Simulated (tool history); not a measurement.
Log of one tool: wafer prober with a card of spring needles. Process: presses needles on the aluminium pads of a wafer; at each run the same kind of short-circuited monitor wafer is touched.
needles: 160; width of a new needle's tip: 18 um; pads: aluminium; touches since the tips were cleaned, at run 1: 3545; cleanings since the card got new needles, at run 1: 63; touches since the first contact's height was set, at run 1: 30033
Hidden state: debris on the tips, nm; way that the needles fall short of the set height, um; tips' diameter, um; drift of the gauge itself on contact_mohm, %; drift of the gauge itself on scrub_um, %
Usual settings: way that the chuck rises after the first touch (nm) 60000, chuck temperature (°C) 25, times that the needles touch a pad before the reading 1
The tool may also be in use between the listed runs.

| run | hour | way that the chuck rises after the first touch (nm) | chuck temperature (°C) | times that the needles touch a pad before the reading | touches since the tips were cleaned | cleanings since the card got new needles | touches since the first contact's height was set | resistance of one needle with its contact and lead (mohm) | way that a needle slides on the pad (nm) |
|---|---|---|---|---|---|---|---|---|---|
| 1 | 0 | 60000 | 25 | 1 | 3545 | 63 | 30033 | 136 | 11160 |
|  | 2.2 | tips cleaned on abrasive film |
|  | 10.9 | tips cleaned on abrasive film |
|  | 21.6 | tips cleaned on abrasive film |
|  | 32.4 | tips cleaned on abrasive film |
| 2 | 34.1 | 60000 | 25 | 1 | 863 | 67 | 46789 | 136 | 11170 |
|  | 42.8 | tips cleaned on abrasive film |
|  | 53.5 | tips cleaned on abrasive film |
|  | 64.3 | tips cleaned on abrasive film |
| 3 | 67.4 | 65000 | 25 | 1 | 1532 | 70 | 63154 | 135 | 12090 |
|  | 73.9 | tips cleaned on abrasive film |
|  | 82.5 | tips cleaned on abrasive film |
|  | 87.1 | height of the first contact set anew |
|  | 93.6 | tips cleaned on abrasive film |
|  | 104.3 | tips cleaned on abrasive film |
| 4 | 108.5 | 65000 | 25 | 1 | 2073 | 74 | 10549 | 136 | 12110 |
|  | 115 | tips cleaned on abrasive film |
|  | 123.6 | tips cleaned on abrasive film |
|  | 134.4 | tips cleaned on abrasive film |
|  | 144.1 | tips cleaned on abrasive film |
| 5 | 144.1 | 60000 | 25 | 1 | 0 | 78 | 28047 | 138 | 11170 |
|  | 154.9 | tips cleaned on abrasive film |
|  | 165.7 | tips cleaned on abrasive film |
|  | 176.4 | tips cleaned on abrasive film |
|  | 187.2 | tips cleaned on abrasive film |
| 6 | 190.6 | 60000 | 25 | 1 | 1687 | 82 | 50924 | 137 | 11200 |
|  | 197.1 | tips cleaned on abrasive film |
|  | 205.7 | tips cleaned on abrasive film |
| 7 | 212.2 | 60000 | 25 | 1 | 3202 | 84 | 61542 | 134 | 11190 |
|  | 214.4 | tips cleaned on abrasive film |
|  | 225.2 | tips cleaned on abrasive film |
|  | 235.9 | tips cleaned on abrasive film |
|  | 236.2 | height of the first contact set anew |
|  | 247 | tips cleaned on abrasive film |
| 8 | 250.2 | 60000 | 25 | 1 | 1595 | 88 | 6893 | 137 | 11180 |
|  | 256.7 | tips cleaned on abrasive film |
|  | 267.5 | tips cleaned on abrasive film |
|  | 278.2 | tips cleaned on abrasive film |
|  | 289 | tips cleaned on abrasive film |
|  | 299.7 | tips cleaned on abrasive film |
| 9 | 302.2 | 60000 | 25 | 1 | 1230 | 93 | 32472 | 136 | 11220 |
|  | 308.7 | tips cleaned on abrasive film |
|  | 319.5 | tips cleaned on abrasive film |
|  | 330.2 | tips cleaned on abrasive film |
|  | 340.2 | tips cleaned on abrasive film |
| 10 | 340.2 | 60000 | 25 | 1 | 0 | 97 | 51164 | 137 | 11220 |
|  | 351 | tips cleaned on abrasive film |
|  | 359.6 | tips cleaned on abrasive film |
|  | 370.4 | tips cleaned on abrasive film |
| 11 | 375 | 60000 | 25 | 1 | 2306 | 100 | 68303 | 133 | 11250 |
|  | 379.4 | tips cleaned on abrasive film |
|  | 386.1 | height of the first contact set anew |
|  | 390.5 | tips cleaned on abrasive film |
|  | 401.2 | tips cleaned on abrasive film |
|  | 410 | tips cleaned on abrasive film |
| 12 | 410 | 60000 | 25 | 1 | 0 | 104 | 11719 | 136 | 11240 |
|  | 418.6 | tips cleaned on abrasive film |
|  | 427.3 | tips cleaned on abrasive film |
|  | 438 | tips cleaned on abrasive film |
|  | 448.8 | tips cleaned on abrasive film |
|  | 459.6 | tips cleaned on abrasive film |
| 13 | 462.5 | 50000 | 25 | 1 | 1453 | 109 | 37549 | 142 | 9340 |
|  | 469 | tips cleaned on abrasive film |
|  | 479.7 | tips cleaned on abrasive film |
|  | 488.4 | tips cleaned on abrasive film |
|  | 499.1 | tips cleaned on abrasive film |
|  | 507.8 | tips cleaned on abrasive film |
| 14 | 509.5 | 50000 | 25 | 1 | 847 | 114 | 60645 | 139 | 9390 |
|  | 518.1 | tips cleaned on abrasive film |
|  | 528.9 | tips cleaned on abrasive film |
|  | 535.6 | height of the first contact set anew |
|  | 539.9 | tips cleaned on abrasive film |
|  | 549.3 | tips cleaned on abrasive film |
| 15 | 549.3 | 50000 | 25 | 1 | 0 | 118 | 6716 | 137 | 9400 |
|  | 557.9 | tips cleaned on abrasive film |
|  | 568.7 | tips cleaned on abrasive film |
|  | 579.4 | tips cleaned on abrasive film |
|  | 590.2 | tips cleaned on abrasive film |
| 16 | 592.9 | 50000 | 25 | 1 | 1342 | 122 | 28190 | 140 | 9380 |
|  | 599.4 | tips cleaned on abrasive film |
|  | 610.2 | tips cleaned on abrasive film |
|  | 620.9 | tips cleaned on abrasive film |
|  | 631.7 | tips cleaned on abrasive film |
| 17 | 636.8 | 43000 | 39 | 1 | 2517 | 126 | 49776 | 143 | 8080 |
|  | 641.1 | tips cleaned on abrasive film |
|  | 649.8 | tips cleaned on abrasive film |
|  | 660.5 | tips cleaned on abrasive film |
|  | 669.1 | tips cleaned on abrasive film |
| 18 | 674 | 49000 | 74 | 1 | 2430 | 130 | 68084 | 149 | 9220 |
|  | 678.4 | tips cleaned on abrasive film |
|  | 685.1 | height of the first contact set anew |
|  | 689.5 | tips cleaned on abrasive film |
|  | 698.1 | tips cleaned on abrasive film |
| 19 | 700 | 74000 | 49 | 1 | 956 | 133 | 7313 | 136 | 13920 |
|  | 708.6 | tips cleaned on abrasive film |
|  | 719.4 | tips cleaned on abrasive film |
|  | 728.8 | tips cleaned on abrasive film |
| 20 | 728.8 | 74000 | 49 | 1 | 0 | 136 | 21446 | 136 | 13900 |
|  | 739.5 | tips cleaned on abrasive film |
|  | 750.3 | tips cleaned on abrasive film |
|  | 761.1 | tips cleaned on abrasive film |
| 21 | 765 | 48000 | 25 | 2 | 1947 | 139 | 39286 | 137 | 9050 |
|  | 771.5 | tips cleaned on abrasive film |
|  | 782.2 | tips cleaned on abrasive film |
|  | 790.9 | tips cleaned on abrasive film |
|  | 801.6 | tips cleaned on abrasive film |
| 22 | 804.1 | 60000 | 58 | 2 | 1232 | 143 | 58530 | 143 | 11300 |
|  | 810.6 | tips cleaned on abrasive film |
|  | 821.4 | tips cleaned on abrasive film |
|  | 832.1 | tips cleaned on abrasive film |
|  | 834.6 | height of the first contact set anew |
|  | 841.1 | tips cleaned on abrasive film |
|  | 851.8 | tips cleaned on abrasive film |
| 23 | 851.8 | 57000 | 61 | 3 | 3 | 148 | 8478 | 142 | 10770 |
|  | 862.5 | tips cleaned on abrasive film |
|  | 873.3 | tips cleaned on abrasive film |
|  | 884.1 | tips cleaned on abrasive film |
|  | 894.8 | tips cleaned on abrasive film |
| 24 | 902.8 | 54000 | 25 | 2 | 3955 | 152 | 33587 | 138 | 10200 |
|  | 905 | tips cleaned on abrasive film |
|  | 915.8 | tips cleaned on abrasive film |
|  | 926.5 | tips cleaned on abrasive film |
|  | 935.2 | tips cleaned on abrasive film |
|  | 945.9 | tips cleaned on abrasive film |
| 25 | 952.5 | 54000 | 25 | 2 | 3290 | 157 | 58045 | 139 | 10200 |

Forecast each of these 4 alternatives for the next run:
|  | 954.7 | tips cleaned on abrasive film |
|  | 963.4 | tips cleaned on abrasive film |
|  | 974.1 | tips cleaned on abrasive film |
|  | 983 | height of the first contact set anew |
|  | 985.2 | tips cleaned on abrasive film |
|  | 996 | tips cleaned on abrasive film |
| A | 1002.8 | 68000 | 61 | 2 | 3384 | 162 | 9741 | ? | ? |
|  | 954.7 | tips cleaned on abrasive film |
|  | 963.4 | tips cleaned on abrasive film |
|  | 974.1 | tips cleaned on abrasive film |
|  | 983 | height of the first contact set anew |
|  | 985.2 | tips cleaned on abrasive film |
|  | 996 | tips cleaned on abrasive film |
| B | 1002.8 | 61000 | 74 | 1 | 3384 | 162 | 9741 | ? | ? |
|  | 954.7 | tips cleaned on abrasive film |
|  | 963.4 | tips cleaned on abrasive film |
|  | 974.1 | tips cleaned on abrasive film |
|  | 983 | height of the first contact set anew |
|  | 985.2 | tips cleaned on abrasive film |
|  | 996 | tips cleaned on abrasive film |
| C | 1002.8 | 60000 | 49 | 3 | 3384 | 162 | 9741 | ? | ? |
|  | 954.7 | tips cleaned on abrasive film |
|  | 963.4 | tips cleaned on abrasive film |
|  | 974.1 | tips cleaned on abrasive film |
|  | 983 | height of the first contact set anew |
|  | 985.2 | tips cleaned on abrasive film |
|  | 996 | tips cleaned on abrasive film |
| D | 1002.8 | 54000 | 124 | 2 | 3384 | 162 | 9741 | ? | ? |

| run | resistance of one needle with its contact and lead (mohm) | way that a needle slides on the pad (nm) |
|---|---|---|
| A | 140 | 12840 |
| B | 147 | 11520 |
| C | 141 | 11310 |
| D | 153 | 10220 |
Without the tool's hidden state the same runs would have given:
| run | resistance of one needle with its contact and lead (mohm) | way that a needle slides on the pad (nm) |
|---|---|---|
| A | 140 | 12640 |
| B | 147 | 11340 |
| C | 141 | 11140 |
| D | 153 | 10060 |

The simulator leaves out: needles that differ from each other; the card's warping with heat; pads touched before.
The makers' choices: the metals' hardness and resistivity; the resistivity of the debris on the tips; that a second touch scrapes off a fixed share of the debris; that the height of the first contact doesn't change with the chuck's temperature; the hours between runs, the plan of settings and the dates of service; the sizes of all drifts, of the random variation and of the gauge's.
